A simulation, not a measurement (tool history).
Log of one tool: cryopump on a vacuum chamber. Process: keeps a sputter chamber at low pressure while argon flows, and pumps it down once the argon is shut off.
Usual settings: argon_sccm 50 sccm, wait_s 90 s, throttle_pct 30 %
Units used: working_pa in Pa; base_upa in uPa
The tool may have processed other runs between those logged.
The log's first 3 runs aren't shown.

run	day	argon_sccm	wait_s	throttle_pct	working_pa	base_upa
4	1.912	50	90	30	0.1851	1.25
5	2.746	50	90	30	0.1868	1.28
6	3.221	50	90	30	0.1888	1.29
7	3.617	50	90	30	0.1865	1.34
8	4.062	50	90	30	0.1872	1.3
9	4.862	50	97	30	0.1875	1.24
10	5.604	50	97	30	0.1888	1.26
11	6	50	97	30	0.1904	1.23
12	6.929	50	97	30	0.1881	1.24
13	7.479	59	90	30	0.2227	1.38
14	7.858	59	90	30	0.2232	1.33
15	8.288	59	90	30	0.2243	1.37
16	9.179	50	107	30	0.1911	1.19
17	9.75	50	169	30	0.1894	0.97
18	10.558	22	51	48	0.0536	1.91
19	11.396	32	154	16	0.2218	1.05
20	12.142	33	99	17	0.2165	1.27
21	12.925	50	199	30	0.1919	0.9
22	13.358	50	199	30	0.1892	0.95
23	13.8	58	42	30	0.2226	2.22
24	14.462	58	66	18	0.3612	1.72

Estimate the outcome of run 25 from the log above:
25	15.212	57	90	30	?	?

Run 25 gave working_pa 0.2186 Pa, base_upa 1.33 uPa.
The same run, on a tool lacking any hidden state, would have yielded working_pa 0.2026 Pa, base_upa 0.92 uPa.

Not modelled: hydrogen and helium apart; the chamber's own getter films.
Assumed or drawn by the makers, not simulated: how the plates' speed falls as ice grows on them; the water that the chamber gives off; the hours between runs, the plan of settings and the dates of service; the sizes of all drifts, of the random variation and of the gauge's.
